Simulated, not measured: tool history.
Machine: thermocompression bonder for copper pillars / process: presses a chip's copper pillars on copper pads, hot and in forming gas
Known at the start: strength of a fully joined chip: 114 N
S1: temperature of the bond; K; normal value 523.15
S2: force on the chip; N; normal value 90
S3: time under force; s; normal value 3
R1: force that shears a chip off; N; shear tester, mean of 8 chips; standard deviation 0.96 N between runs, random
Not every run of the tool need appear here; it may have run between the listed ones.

{"run": 1, "hour": 0.0, "S1": 523.15, "S2": 90, "S3": 3, "R1": 81.2}
{"run": 2, "hour": 48.4, "S1": 523.15, "S2": 90, "S3": 3, "R1": 80.0}
{"run": 3, "hour": 91.7, "S1": 523.15, "S2": 90, "S3": 2, "R1": 71.2}
{"run": 4, "hour": 180.5, "S1": 523.15, "S2": 90, "S3": 2, "R1": 70.8}
{"run": 5, "hour": 276.0, "S1": 550.15, "S2": 90, "S3": 3, "R1": 94.4}
{"hour": 303.4, "done": "forming gas filter changed"}
{"run": 6, "hour": 368.1, "S1": 516.15, "S2": 77, "S3": 2, "R1": 58.1}
{"run": 7, "hour": 425.4, "S1": 516.15, "S2": 77, "S3": 2, "R1": 58.6}
{"run": 8, "hour": 487.9, "S1": 510.15, "S2": 110, "S3": 3, "R1": 78.2}
{"run": 9, "hour": 535.8, "S1": 510.15, "S2": 134, "S3": 7, "R1": 101.1}

Forecast run 10:
{"hour": 613.2, "done": "forming gas filter changed"}
{"hour": 629.8, "done": "force cell calibrated"}
{"run": 10, "hour": 638.8, "S1": 523.15, "S2": 124, "S3": 3, "R1": "?"}

{"run 10": {"R1": 97.9}}
Were there no unlogged condition in the tool, this run, its random variation unchanged, would have produced R1 95.4 N.
